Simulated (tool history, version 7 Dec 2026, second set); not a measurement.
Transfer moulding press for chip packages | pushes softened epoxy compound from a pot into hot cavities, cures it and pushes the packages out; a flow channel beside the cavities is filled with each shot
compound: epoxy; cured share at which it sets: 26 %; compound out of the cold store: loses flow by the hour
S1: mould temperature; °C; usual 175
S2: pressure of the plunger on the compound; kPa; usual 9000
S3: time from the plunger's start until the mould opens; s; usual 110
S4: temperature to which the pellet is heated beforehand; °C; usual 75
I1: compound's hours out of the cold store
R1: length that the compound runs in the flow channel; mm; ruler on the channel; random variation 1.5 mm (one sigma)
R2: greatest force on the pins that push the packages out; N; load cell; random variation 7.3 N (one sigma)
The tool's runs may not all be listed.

{"run": 1, "hour": 0.0, "S1": 175, "S2": 9000, "S3": 110, "S4": 75, "I1": 12.6, "R1": 593, "R2": 496}
{"hour": 43.0, "done": "cavities cleaned with cleaning compound and waxed"}
{"hour": 71.0, "done": "plunger's sealing rings changed"}
{"run": 2, "hour": 75.9, "S1": 175, "S2": 9000, "S3": 110, "S4": 79, "I1": 34.6, "R1": 552, "R2": 449}
{"hour": 131.0, "done": "cavities cleaned with cleaning compound and waxed"}
{"run": 3, "hour": 139.4, "S1": 175, "S2": 9000, "S3": 110, "S4": 75, "I1": 24.4, "R1": 574, "R2": 404}
{"hour": 217.0, "done": "cavities cleaned with cleaning compound and waxed"}
{"run": 4, "hour": 217.9, "S1": 175, "S2": 9000, "S3": 110, "S4": 75, "I1": 8.9, "R1": 610, "R2": 385}
{"hour": 304.0, "done": "cavities cleaned with cleaning compound and waxed"}
{"run": 5, "hour": 311.2, "S1": 175, "S2": 9000, "S3": 110, "S4": 75, "I1": 11.2, "R1": 592, "R2": 391}
{"run": 6, "hour": 354.4, "S1": 175, "S2": 9000, "S3": 110, "S4": 75, "I1": 12.3, "R1": 582, "R2": 472}
{"hour": 369.9, "done": "plunger's sealing rings changed"}
{"hour": 391.2, "done": "cavities cleaned with cleaning compound and waxed"}
{"run": 7, "hour": 423.5, "S1": 175, "S2": 9000, "S3": 110, "S4": 75, "I1": 8, "R1": 619, "R2": 446}
{"hour": 477.9, "done": "cavities cleaned with cleaning compound and waxed"}
{"run": 8, "hour": 504.6, "S1": 175, "S2": 9000, "S3": 110, "S4": 75, "I1": 39.9, "R1": 528, "R2": 420}
{"run": 9, "hour": 544.0, "S1": 175, "S2": 9000, "S3": 110, "S4": 75, "I1": 14.2, "R1": 589, "R2": 499}
{"hour": 561.0, "done": "cavities cleaned with cleaning compound and waxed"}
{"hour": 599.5, "done": "mould's thermocouples calibrated"}
{"run": 10, "hour": 611.0, "S1": 175, "S2": 9000, "S3": 110, "S4": 75, "I1": 14.4, "R1": 586, "R2": 491}
{"hour": 646.2, "done": "cavities cleaned with cleaning compound and waxed"}
{"hour": 666.5, "done": "plunger's sealing rings changed"}
{"run": 11, "hour": 671.6, "S1": 175, "S2": 9000, "S3": 110, "S4": 75, "I1": 20.4, "R1": 591, "R2": 458}
{"hour": 732.7, "done": "cavities cleaned with cleaning compound and waxed"}
{"run": 12, "hour": 746.4, "S1": 175, "S2": 8970, "S3": 110, "S4": 75, "I1": 21.4, "R1": 580, "R2": 419}
{"hour": 815.6, "done": "cavities cleaned with cleaning compound and waxed"}
{"run": 13, "hour": 823.5, "S1": 175, "S2": 9000, "S3": 110, "S4": 75, "I1": 17.5, "R1": 582, "R2": 425}
{"hour": 901.1, "done": "cavities cleaned with cleaning compound and waxed"}
{"run": 14, "hour": 919.0, "S1": 175, "S2": 10610, "S3": 110, "S4": 75, "I1": 39.6, "R1": 564, "R2": 422}
{"hour": 963.5, "done": "plunger's sealing rings changed"}
{"hour": 985.4, "done": "cavities cleaned with cleaning compound and waxed"}
{"run": 15, "hour": 1016.6, "S1": 175, "S2": 10610, "S3": 110, "S4": 75, "I1": 42.6, "R1": 574, "R2": 449}
{"hour": 1067.6, "done": "cavities cleaned with cleaning compound and waxed"}
{"run": 16, "hour": 1090.1, "S1": 175, "S2": 9130, "S3": 149, "S4": 75, "I1": 12, "R1": 603, "R2": 356}
{"hour": 1148.9, "done": "cavities cleaned with cleaning compound and waxed"}
{"run": 17, "hour": 1177.6, "S1": 180, "S2": 10200, "S3": 118, "S4": 80, "I1": 23.5, "R1": 593, "R2": 376}
{"run": 18, "hour": 1227.0, "S1": 180, "S2": 9000, "S3": 135, "S4": 73, "I1": 25.1, "R1": 547, "R2": 425}
{"hour": 1236.9, "done": "cavities cleaned with cleaning compound and waxed"}
{"hour": 1262.5, "done": "plunger's sealing rings changed"}
{"run": 19, "hour": 1311.4, "S1": 173, "S2": 9000, "S3": 92, "S4": 69, "I1": 47.6, "R1": 522, "R2": 795}
{"hour": 1324.2, "done": "cavities cleaned with cleaning compound and waxed"}
{"run": 20, "hour": 1351.9, "S1": 175, "S2": 8570, "S3": 110, "S4": 71, "I1": 33.9, "R1": 535, "R2": 432}
{"run": 21, "hour": 1395.1, "S1": 175, "S2": 8570, "S3": 110, "S4": 71, "I1": 46.5, "R1": 503, "R2": 497}
{"hour": 1407.7, "done": "cavities cleaned with cleaning compound and waxed"}
{"run": 22, "hour": 1479.8, "S1": 176, "S2": 9650, "S3": 94, "S4": 77, "I1": 19.3, "R1": 589, "R2": 606}
{"hour": 1490.4, "done": "cavities cleaned with cleaning compound and waxed"}
{"hour": 1561.9, "done": "plunger's sealing rings changed"}
{"run": 23, "hour": 1571.8, "S1": 177, "S2": 9000, "S3": 109, "S4": 75, "I1": 29.2, "R1": 561, "R2": 479}
{"hour": 1577.5, "done": "cavities cleaned with cleaning compound and waxed"}
{"hour": 1662.8, "done": "cavities cleaned with cleaning compound and waxed"}
{"run": 24, "hour": 1662.8, "S1": 175, "S2": 9000, "S3": 102, "S4": 66, "I1": 22.2, "R1": 576, "R2": 438}
{"run": 25, "hour": 1708.2, "S1": 173, "S2": 9000, "S3": 110, "S4": 80, "I1": 24.7, "R1": 564, "R2": 499}
{"hour": 1744.2, "done": "cavities cleaned with cleaning compound and waxed"}
{"run": 26, "hour": 1756.8, "S1": 171, "S2": 9000, "S3": 131, "S4": 80, "I1": 45.3, "R1": 517, "R2": 374}
{"hour": 1769.9, "done": "mould's thermocouples calibrated"}
{"run": 27, "hour": 1823.0, "S1": 171, "S2": 9000, "S3": 131, "S4": 80, "I1": 17, "R1": 583, "R2": 475}

Forecast each of these 3 alternatives for the next run:
{"hour": 1829.8, "done": "cavities cleaned with cleaning compound and waxed"}
{"hour": 1860.2, "done": "plunger's sealing rings changed"}
{"run": "A", "hour": 1878.8, "S1": 168, "S2": 9000, "S3": 131, "S4": 80, "I1": 11.9, "R1": "?", "R2": "?"}
{"hour": 1829.8, "done": "cavities cleaned with cleaning compound and waxed"}
{"hour": 1860.2, "done": "plunger's sealing rings changed"}
{"run": "B", "hour": 1878.8, "S1": 171, "S2": 8650, "S3": 149, "S4": 80, "I1": 14.8, "R1": "?", "R2": "?"}
{"hour": 1829.8, "done": "cavities cleaned with cleaning compound and waxed"}
{"hour": 1860.2, "done": "plunger's sealing rings changed"}
{"run": "C", "hour": 1878.8, "S1": 175, "S2": 7390, "S3": 110, "S4": 75, "I1": 39.2, "R1": "?", "R2": "?"}

run=A R1=628 R2=567
run=B R1=600 R2=417
run=C R1=492 R2=486
Without the tool's hidden state the same runs would have given:
run=A R1=632 R2=446
run=B R1=604 R2=324
run=C R1=494 R2=381
